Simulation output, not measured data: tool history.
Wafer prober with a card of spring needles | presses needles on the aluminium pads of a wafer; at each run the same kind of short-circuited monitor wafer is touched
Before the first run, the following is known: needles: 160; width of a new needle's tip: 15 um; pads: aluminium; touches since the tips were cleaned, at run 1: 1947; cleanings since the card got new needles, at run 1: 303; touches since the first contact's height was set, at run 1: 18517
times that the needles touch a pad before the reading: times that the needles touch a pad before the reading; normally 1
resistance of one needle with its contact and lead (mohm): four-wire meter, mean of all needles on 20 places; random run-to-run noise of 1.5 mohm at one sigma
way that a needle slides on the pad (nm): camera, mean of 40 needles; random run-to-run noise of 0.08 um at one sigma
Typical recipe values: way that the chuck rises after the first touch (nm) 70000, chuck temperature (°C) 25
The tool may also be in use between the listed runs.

run,hour,way that the chuck rises after the first touch (nm),chuck temperature (°C),times that the needles touch a pad before the reading,touches since the tips were cleaned,cleanings since the card got new needles,touches since the first contact's height was set,resistance of one needle with its contact and lead (mohm),way that a needle slides on the pad (nm)
1,0,70000,25,1,1947,303,18517,304,15370
# hour 1.2: tips cleaned on abrasive film
# hour 7: tips cleaned on abrasive film
# hour 12.9: tips cleaned on abrasive film
# hour 17.5: tips cleaned on abrasive film
# hour 23.3: tips cleaned on abrasive film
# hour 29.1: tips cleaned on abrasive film
# hour 34.9: tips cleaned on abrasive film
# hour 40.7: tips cleaned on abrasive film
# hour 46.6: tips cleaned on abrasive film
# hour 52.4: tips cleaned on abrasive film
2,55.7,70000,25,1,1504,313,43322,293,15250
# hour 58.1: tips cleaned on abrasive film
# hour 63.9: tips cleaned on abrasive film
# hour 69.7: tips cleaned on abrasive film
# hour 75.5: tips cleaned on abrasive film
# hour 81.3: tips cleaned on abrasive film
# hour 87.1: tips cleaned on abrasive film
# hour 91.8: tips cleaned on abrasive film
# hour 97.6: tips cleaned on abrasive film
# hour 103.4: tips cleaned on abrasive film
# hour 109.2: tips cleaned on abrasive film
3,110.6,70000,25,1,663,323,67803,234,14890
# hour 114.2: tips cleaned on abrasive film
# hour 120: tips cleaned on abrasive film
# hour 125.8: tips cleaned on abrasive film
# hour 131.6: tips cleaned on abrasive film
# hour 136.2: tips cleaned on abrasive film
4,140.6,70000,25,2,1966,328,81160,254,14800
# hour 141.8: tips cleaned on abrasive film
# hour 143.3: height of the first contact set anew
# hour 147.9: tips cleaned on abrasive film
# hour 152.6: tips cleaned on abrasive film
# hour 158.4: tips cleaned on abrasive film
# hour 164.2: tips cleaned on abrasive film
# hour 170: tips cleaned on abrasive film
# hour 175.8: tips cleaned on abrasive film
# hour 181.6: tips cleaned on abrasive film
# hour 187.4: tips cleaned on abrasive film
# hour 193.2: tips cleaned on abrasive film
5,195.3,70000,25,2,930,338,23195,214,15200
# hour 198.8: tips cleaned on abrasive film
# hour 204.6: tips cleaned on abrasive film
# hour 210.4: tips cleaned on abrasive film
# hour 216.2: tips cleaned on abrasive film
# hour 222: tips cleaned on abrasive film
# hour 226.7: tips cleaned on abrasive film
# hour 232.5: tips cleaned on abrasive film
# hour 237.2: tips cleaned on abrasive film
# hour 243: tips cleaned on abrasive film
# hour 247.7: tips cleaned on abrasive film
# hour 253.5: tips cleaned on abrasive film
6,255.2,70000,54,2,771,349,49854,213,15100
# hour 258.7: tips cleaned on abrasive film
# hour 263.3: tips cleaned on abrasive film
# hour 269.1: tips cleaned on abrasive film
# hour 273.8: tips cleaned on abrasive film
# hour 279.6: tips cleaned on abrasive film
# hour 284.3: tips cleaned on abrasive film
# hour 290.1: tips cleaned on abrasive film
# hour 295.9: tips cleaned on abrasive film
# hour 301.7: tips cleaned on abrasive film
7,303.1,70000,60,2,639,358,71203,211,14810
# hour 306.6: tips cleaned on abrasive film
# hour 312.4: tips cleaned on abrasive film
# hour 318.3: tips cleaned on abrasive film
# hour 324.1: tips cleaned on abrasive film
# hour 327.8: height of the first contact set anew
# hour 329: tips cleaned on abrasive film
# hour 334.8: tips cleaned on abrasive film
# hour 340.6: tips cleaned on abrasive film
# hour 346.4: tips cleaned on abrasive film
8,347.2,70000,60,2,363,366,8647,191,15430
# hour 351.9: tips cleaned on abrasive film
# hour 357.7: tips cleaned on abrasive film
# hour 363.5: tips cleaned on abrasive film
# hour 369.3: tips cleaned on abrasive film
# hour 375.1: tips cleaned on abrasive film
# hour 380.9: tips cleaned on abrasive film
# hour 386.7: tips cleaned on abrasive film
# hour 392.6: tips cleaned on abrasive film
# hour 398.4: tips cleaned on abrasive film
9,401.6,70000,25,3,1487,375,32916,203,15320
# hour 404: tips cleaned on abrasive film
# hour 409.8: tips cleaned on abrasive film
# hour 415.6: tips cleaned on abrasive film
# hour 421.4: tips cleaned on abrasive film
# hour 427.2: tips cleaned on abrasive film
# hour 433.1: tips cleaned on abrasive film
# hour 438.9: tips cleaned on abrasive film
# hour 443.5: tips cleaned on abrasive film
# hour 449.3: tips cleaned on abrasive film
10,449.7,70000,26,1,172,384,54317,195,15070
# hour 454.4: tips cleaned on abrasive film
# hour 460.2: tips cleaned on abrasive film
# hour 466: tips cleaned on abrasive film
# hour 470.7: tips cleaned on abrasive film
# hour 476.5: tips cleaned on abrasive film
# hour 482.3: tips cleaned on abrasive film
# hour 486.9: tips cleaned on abrasive film
# hour 492.7: tips cleaned on abrasive film
# hour 497.4: tips cleaned on abrasive film
# hour 503.2: tips cleaned on abrasive film
# hour 507.9: tips cleaned on abrasive film
11,511.1,70000,26,1,1465,395,81671,312,14670
# hour 512.5: height of the first contact set anew
# hour 513.8: tips cleaned on abrasive film
# hour 519.6: tips cleaned on abrasive film
# hour 525.4: tips cleaned on abrasive film
# hour 531.2: tips cleaned on abrasive film
# hour 537: tips cleaned on abrasive film
# hour 542.8: tips cleaned on abrasive film
# hour 547.5: tips cleaned on abrasive film
# hour 553.3: tips cleaned on abrasive film
# hour 559.1: tips cleaned on abrasive film
# hour 564.9: tips cleaned on abrasive film
# hour 569.9: tips cleaned on abrasive film
12,569.9,70000,123,1,0,406,25520,176,15100
# hour 575.7: tips cleaned on abrasive film
# hour 581.5: tips cleaned on abrasive film
# hour 587.3: tips cleaned on abrasive film
# hour 592: tips cleaned on abrasive film
# hour 597.8: tips cleaned on abrasive film
# hour 603.6: tips cleaned on abrasive film
# hour 609.4: tips cleaned on abrasive film
13,612.7,70000,123,1,1517,413,44639,319,15220
# hour 615.1: tips cleaned on abrasive film
# hour 620.9: tips cleaned on abrasive film
# hour 626.7: tips cleaned on abrasive film
# hour 632.5: tips cleaned on abrasive film
# hour 637.2: tips cleaned on abrasive film
# hour 643: tips cleaned on abrasive film
# hour 648.8: tips cleaned on abrasive film
14,651,64000,25,1,979,420,61669,316,13630
# hour 654.5: tips cleaned on abrasive film
# hour 660.3: tips cleaned on abrasive film
# hour 666.1: tips cleaned on abrasive film
# hour 671.9: tips cleaned on abrasive film
# hour 677.7: tips cleaned on abrasive film
# hour 683.5: tips cleaned on abrasive film
# hour 695.5: card fitted with new needles
# hour 701.3: tips cleaned on abrasive film
# hour 707.2: tips cleaned on abrasive film
# hour 713: tips cleaned on abrasive film
# hour 718.8: tips cleaned on abrasive film
# hour 724.6: tips cleaned on abrasive film
15,724.7,70000,85,1,46,5,12990,156,15420
# hour 729.3: tips cleaned on abrasive film
# hour 735.1: tips cleaned on abrasive film
# hour 739.8: tips cleaned on abrasive film
# hour 745.6: tips cleaned on abrasive film
# hour 750.3: tips cleaned on abrasive film
# hour 756.1: tips cleaned on abrasive film
# hour 760.8: tips cleaned on abrasive film
16,763.6,81000,25,3,1286,12,30329,157,17540
# hour 766: tips cleaned on abrasive film
# hour 770.6: tips cleaned on abrasive film
# hour 776.4: tips cleaned on abrasive film
# hour 781.1: tips cleaned on abrasive film
# hour 786.9: tips cleaned on abrasive film
# hour 792.7: tips cleaned on abrasive film
# hour 798.5: tips cleaned on abrasive film
# hour 804.3: tips cleaned on abrasive film
# hour 810.1: tips cleaned on abrasive film
17,812.1,51000,25,2,877,21,51916,194,10770
# hour 815.6: tips cleaned on abrasive film
# hour 820.3: tips cleaned on abrasive film
# hour 826.1: tips cleaned on abrasive film
# hour 830.7: tips cleaned on abrasive film
# hour 836.5: tips cleaned on abrasive film
# hour 842.3: tips cleaned on abrasive film
# hour 847: tips cleaned on abrasive film
# hour 852.8: tips cleaned on abrasive film
# hour 858.6: tips cleaned on abrasive film
# hour 864.3: tips cleaned on abrasive film
18,864.3,62000,46,1,0,31,75176,150,13050

Below, some changes in resistance of one needle with its contact and lead (mohm) between adjacent runs. For each, the amount present without the hidden state too (settings, incoming material, random variation) and the amount remaining for the hidden state with gauge scatter not shared by both compared results:
The tool's hidden condition here consists of: debris on the tips, nm; way that the needles fall short of the set height, um; tips' diameter, um; drift of the gauge itself on contact_mohm, %; drift of the gauge itself on scrub_um, %.
Run 14 -> 15: way that the chuck rises after the first touch (nm) 64000 -> 70000, chuck temperature (°C) 25 -> 85, tips cleaned on abrasive film, tips cleaned on abrasive film, tips cleaned on abrasive film, tips cleaned on abrasive film, tips cleaned on abrasive film, tips cleaned on abrasive film, card fitted with new needles, tips cleaned on abrasive film, tips cleaned on abrasive film, tips cleaned on abrasive film, tips cleaned on abrasive film, tips cleaned on abrasive film. resistance of one needle with its contact and lead (mohm) -160: hidden state -171, all else +11.

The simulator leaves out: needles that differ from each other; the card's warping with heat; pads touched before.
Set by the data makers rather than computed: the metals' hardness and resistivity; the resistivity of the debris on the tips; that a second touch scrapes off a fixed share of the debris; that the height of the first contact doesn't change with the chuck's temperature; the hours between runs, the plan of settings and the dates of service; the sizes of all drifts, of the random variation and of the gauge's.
